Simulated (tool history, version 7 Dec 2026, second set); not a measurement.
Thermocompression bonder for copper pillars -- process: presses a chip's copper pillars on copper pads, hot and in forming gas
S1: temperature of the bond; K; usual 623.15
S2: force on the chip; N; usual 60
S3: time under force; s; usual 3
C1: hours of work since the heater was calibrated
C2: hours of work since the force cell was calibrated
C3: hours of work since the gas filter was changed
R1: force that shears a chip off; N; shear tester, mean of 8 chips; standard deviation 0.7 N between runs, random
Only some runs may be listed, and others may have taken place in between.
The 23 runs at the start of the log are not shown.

run 24 hour=1232.7 | S1=640.15 S2=60 S3=3 | C1=290 C2=748 C3=64 | R1=53.4
run 25 hour=1316 | S1=651.15 S2=48 S3=3 | C1=331 C2=789 C3=105 | R1=45.3
run 26 hour=1351.9 | S1=651.15 S2=48 S3=3 | C1=349 C2=807 C3=122 | R1=46.8
run 27 hour=1387.2 | S1=651.15 S2=48 S3=3 | C1=366 C2=824 C3=140 | R1=47.4
run 28 hour=1449.9 | S1=625.15 S2=66 S3=2 | C1=397 C2=855 C3=170 | R1=45.6
run 29 hour=1485.8 | S1=594.15 S2=75 S3=2 | C1=415 C2=872 C3=188 | R1=41.1
run 30 hour=1551.8 | S1=594.15 S2=75 S3=2 | C1=447 C2=905 C3=220 | R1=40.1
run 31 hour=1631.1 | S1=594.15 S2=75 S3=2 | C1=486 C2=944 C3=259 | R1=40.4
run 32 hour=1677.4 | S1=645.15 S2=38 S3=6 | C1=509 C2=966 C3=282 | R1=45

Branching from run 32: 5 alternative next runs. What would each branch give?
run A hour=1751.8 | S1=629.15 S2=38 S3=2 | C1=545 C2=1003 C3=319 | R1=?
run B hour=1751.8 | S1=641.15 S2=43 S3=5 | C1=545 C2=1003 C3=319 | R1=?
run C hour=1751.8 | S1=635.15 S2=50 S3=6 | C1=545 C2=1003 C3=319 | R1=?
run D hour=1751.8 | S1=623.15 S2=60 S3=3 | C1=545 C2=1003 C3=319 | R1=?
run E hour=1751.8 | S1=624.15 S2=53 S3=3 | C1=545 C2=1003 C3=319 | R1=?

run=A R1=25
run=B R1=43.8
run=C R1=52.6
run=D R1=45.9
run=E R1=40.9
The same runs, with their run-to-run variation unchanged, on a tool lacking any hidden condition would have given:
run=A R1=27.2
run=B R1=47.5
run=C R1=57
run=D R1=49.8
run=E R1=44.3
